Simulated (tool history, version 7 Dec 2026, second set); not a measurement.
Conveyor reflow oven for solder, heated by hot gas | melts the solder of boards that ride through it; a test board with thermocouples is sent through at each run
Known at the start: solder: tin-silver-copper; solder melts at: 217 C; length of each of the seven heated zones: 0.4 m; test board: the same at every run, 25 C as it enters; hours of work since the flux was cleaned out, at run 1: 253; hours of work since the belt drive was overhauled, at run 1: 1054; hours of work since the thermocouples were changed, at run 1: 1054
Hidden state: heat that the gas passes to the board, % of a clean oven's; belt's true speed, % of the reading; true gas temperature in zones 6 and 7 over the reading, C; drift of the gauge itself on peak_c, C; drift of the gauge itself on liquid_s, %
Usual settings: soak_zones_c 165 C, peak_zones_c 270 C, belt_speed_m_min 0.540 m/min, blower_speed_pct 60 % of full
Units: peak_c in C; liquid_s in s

| run | hour | soak_zones_c | peak_zones_c | belt_speed_m_min | blower_speed_pct | hours of work since the flux was cleaned out | hours of work since the belt drive was overhauled | hours of work since the thermocouples were changed | peak_c | liquid_s |
|---|---|---|---|---|---|---|---|---|---|---|
| 1 | 0.0 | 165 | 270 | 0.540 | 60 | 253 | 1054 | 1054 | 248.8 | 60.0 |
| 2 | 42.8 | 165 | 270 | 0.540 | 60 | 284 | 1084 | 1084 | 248.1 | 60.7 |
| 3 | 123.5 | 165 | 270 | 0.540 | 60 | 341 | 1142 | 1142 | 247.5 | 60.4 |
| 4 | 205.1 | 165 | 270 | 0.540 | 60 | 399 | 1200 | 1200 | 247.0 | 58.6 |
|  | 302.7 | flux residue cleaned out of gas plates and filters |
| 5 | 304.0 | 165 | 281 | 0.540 | 60 | 1 | 1266 | 1266 | 255.7 | 65.6 |
| 6 | 364.7 | 165 | 281 | 0.463 | 60 | 44 | 1309 | 1309 | 261.9 | 82.1 |
| 7 | 416.6 | 165 | 281 | 0.463 | 60 | 81 | 1346 | 1346 | 261.1 | 83.5 |
| 8 | 478.8 | 165 | 281 | 0.463 | 60 | 125 | 1391 | 1391 | 260.8 | 82.3 |
|  | 487.6 | thermocouples of zones 6 and 7 changed |
|  | 497.2 | belt drive overhauled, speed set with a stopwatch |
| 9 | 569.8 | 165 | 281 | 0.463 | 60 | 186 | 52 | 56 | 264.3 | 83.7 |
|  | 629.3 | flux residue cleaned out of gas plates and filters, once more |
| 10 | 638.5 | 159 | 270 | 0.540 | 60 | 7 | 97 | 101 | 251.0 | 59.2 |
| 11 | 696.3 | 159 | 270 | 0.540 | 69 | 48 | 138 | 142 | 252.3 | 61.1 |
| 12 | 762.2 | 159 | 276 | 0.540 | 69 | 94 | 185 | 189 | 257.1 | 66.4 |
| 13 | 833.0 | 165 | 270 | 0.537 | 60 | 145 | 235 | 239 | 250.9 | 62.9 |
| 14 | 884.6 | 165 | 270 | 0.537 | 60 | 181 | 272 | 276 | 250.3 | 61.8 |
| 15 | 943.3 | 165 | 270 | 0.537 | 60 | 223 | 314 | 317 | 250.5 | 62.4 |
| 16 | 1018.8 | 179 | 265 | 0.575 | 78 | 277 | 367 | 371 | 249.1 | 62.9 |
| 17 | 1056.9 | 165 | 260 | 0.430 | 64 | 304 | 394 | 398 | 248.9 | 77.7 |
| 18 | 1105.9 | 165 | 260 | 0.481 | 64 | 339 | 429 | 433 | 245.7 | 65.1 |
| 19 | 1198.5 | 165 | 260 | 0.481 | 64 | 405 | 495 | 499 | 244.6 | 64.5 |
|  | 1286.0 | flux residue cleaned out of gas plates and filters |
| 20 | 1287.8 | 157 | 269 | 0.540 | 60 | 1 | 555 | 559 | 248.9 | 57.7 |
| 21 | 1340.2 | 157 | 270 | 0.441 | 58 | 39 | 592 | 596 | 256.1 | 79.9 |
| 22 | 1431.1 | 157 | 281 | 0.441 | 85 | 103 | 657 | 661 | 269.2 | 90.6 |
| 23 | 1489.1 | 177 | 270 | 0.540 | 60 | 144 | 698 | 702 | 252.5 | 66.5 |
| 24 | 1536.4 | 155 | 270 | 0.580 | 60 | 178 | 732 | 735 | 244.6 | 48.4 |
| 25 | 1597.8 | 155 | 270 | 0.580 | 60 | 222 | 775 | 779 | 245.3 | 47.5 |
| 26 | 1649.3 | 155 | 270 | 0.580 | 60 | 258 | 812 | 816 | 244.7 | 47.6 |
| 27 | 1714.5 | 155 | 269 | 0.580 | 50 | 305 | 858 | 862 | 240.2 | 42.6 |
| 28 | 1773.0 | 165 | 270 | 0.579 | 60 | 346 | 900 | 904 | 246.4 | 52.7 |
| 29 | 1834.3 | 165 | 270 | 0.579 | 60 | 390 | 943 | 947 | 246.6 | 52.5 |
| 30 | 1911.3 | 165 | 270 | 0.579 | 60 | 444 | 998 | 1002 | 245.1 | 51.1 |

4 ways to go on from here, each from the tool as it stands after run 30. What would each give?
|  | 1946.9 | flux residue cleaned out of gas plates and filters |
| A | 1983.8 | 159 | 270 | 0.579 | 60 | 26 | 1046 | 1050 | ? | ? |
|  | 1946.9 | flux residue cleaned out of gas plates and filters |
| B | 1983.8 | 165 | 270 | 0.524 | 60 | 26 | 1046 | 1050 | ? | ? |
|  | 1946.9 | flux residue cleaned out of gas plates and filters |
| C | 1983.8 | 165 | 270 | 0.498 | 60 | 26 | 1046 | 1050 | ? | ? |
|  | 1946.9 | flux residue cleaned out of gas plates and filters |
| D | 1983.8 | 165 | 276 | 0.540 | 72 | 26 | 1046 | 1050 | ? | ? |

| run | peak_c | liquid_s |
|---|---|---|
| A | 246.2 | 51.2 |
| B | 250.4 | 64.0 |
| C | 252.2 | 68.2 |
| D | 257.8 | 68.5 |
Without the tool's hidden state the same runs would have given:
| run | peak_c | liquid_s |
|---|---|---|
| A | 249.3 | 53.6 |
| B | 253.6 | 66.2 |
| C | 255.4 | 70.4 |
| D | 261.1 | 70.2 |
